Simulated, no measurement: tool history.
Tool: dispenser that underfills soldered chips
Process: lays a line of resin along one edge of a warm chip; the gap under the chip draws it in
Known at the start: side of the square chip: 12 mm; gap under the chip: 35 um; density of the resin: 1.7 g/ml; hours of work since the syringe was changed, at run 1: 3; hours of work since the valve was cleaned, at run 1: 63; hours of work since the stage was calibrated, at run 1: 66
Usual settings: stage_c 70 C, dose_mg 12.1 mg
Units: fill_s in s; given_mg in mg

run   hour  stage_c  dose_mg  hours of work since the syringe was changed  hours of work since the valve was cleaned  hours of work since the stage was calibrated  fill_s  given_mg
  1      0       70     12.1                                            3                                         63                                            66   231.9     11.64
  2    3.8       70     12.1                                            5                                         66                                            69   261.1     11.75
       4.5  -- new syringe of resin
  3    8.9       70     12.1                                            3                                         69                                            72   225.7     11.84
  4   11.7       70     12.1                                            5                                         71                                            74   248.3     11.67
      13.3  -- new syringe of resin
  5   16.8       70     12.1                                            2                                         74                                            77     216     11.76
  6     20       67     12.1                                            4                                         76                                            79   287.5     11.81
        22  -- new syringe of resin
  7   24.9       70     12.1                                            2                                         79                                            82   213.2     11.62
      30.6  -- new syringe of resin
  8   31.2       70     12.1                                            0                                         83                                            86   204.9     11.75
  9   36.9       70     12.1                                            4                                         87                                            90   246.8     11.73
      39.5  -- new syringe of resin
 10   40.8       70     12.1                                            1                                         89                                            92   208.2     11.56
 11   44.1       62     12.1                                            3                                         91                                            94   353.9     11.71
      48.2  -- new syringe of resin
 12   49.2       70     12.1                                            1                                         94                                            97   204.2     11.67
 13   53.4       70     12.1                                            3                                         97                                           100     237     11.52
      57.2  -- new syringe of resin
 14   58.5       70     12.1                                            1                                        100                                           103   204.9     11.69
      59.8  -- dispensing valve cleaned and set on the balance
 15   62.3       70     12.1                                            3                                          2                                           105   224.4     12.14
      67.1  -- new syringe of resin
 16   68.7       70     12.1                                            1                                          6                                           109   211.3        12
 17   73.7       56     15.5                                            4                                          9                                           113   522.2     15.52
        76  -- new syringe of resin
 18   79.4       61     14.5                                            2                                         13                                           116   339.4     14.54
 19   82.3       75     12.1                                            4                                         14                                           118   184.2     11.98
        85  -- new syringe of resin
 20   86.6       70       11                                            1                                         17                                           121   207.5     10.84
 21     90       64     11.4                                            3                                         19                                           123   324.8      11.4
 22   93.1       64     11.4                                            5                                         21                                           125   362.7     11.25
      93.9  -- new syringe of resin
 23   99.7       84     11.1                                            4                                         25                                           129   116.8        11
     102.8  -- new syringe of resin
 24  105.3       59     14.5                                            2                                         29                                           133   362.8     14.23
 25  110.9       59     12.2                                            5                                         33                                           136   447.4        12
     111.6  -- new syringe of resin
 26  114.5       61       14                                            2                                         35                                           139   336.5     13.97
 27  117.7       63     12.1                                            4                                         37                                           141   349.2     11.84
     120.3  -- new syringe of resin
 28  124.7       78     12.1                                            3                                         41                                           145   148.5     11.95
     128.9  -- new syringe of resin
 29  130.8       58     13.2                                            1                                         45                                           149   396.6     12.96
 30  133.9       70     12.4                                            3                                         47                                           151   233.5     12.18
     137.9  -- new syringe of resin
 31  139.7       70     13.2                                            1                                         51                                           155   202.5     12.74

Forecast each of these 4 alternatives for the next run:
  A  143.9       63     12.1                                            4                                         54                                           157       ?         ?
  B  143.9       59     14.5                                            4                                         54                                           157       ?         ?
  C  143.9       57     10.4                                            4                                         54                                           157       ?         ?
  D  143.9       78     11.4                                            4                                         54                                           157       ?         ?

run  fill_s  given_mg
  A   339.6     11.73
  B     412     14.04
  C   495.5     10.24
  D   159.1     10.96
Without the tool's hidden state the same runs would have given:
run  fill_s  given_mg
  A   277.9     12.01
  B   338.1     14.38
  C   403.9     10.48
  D     130     11.22
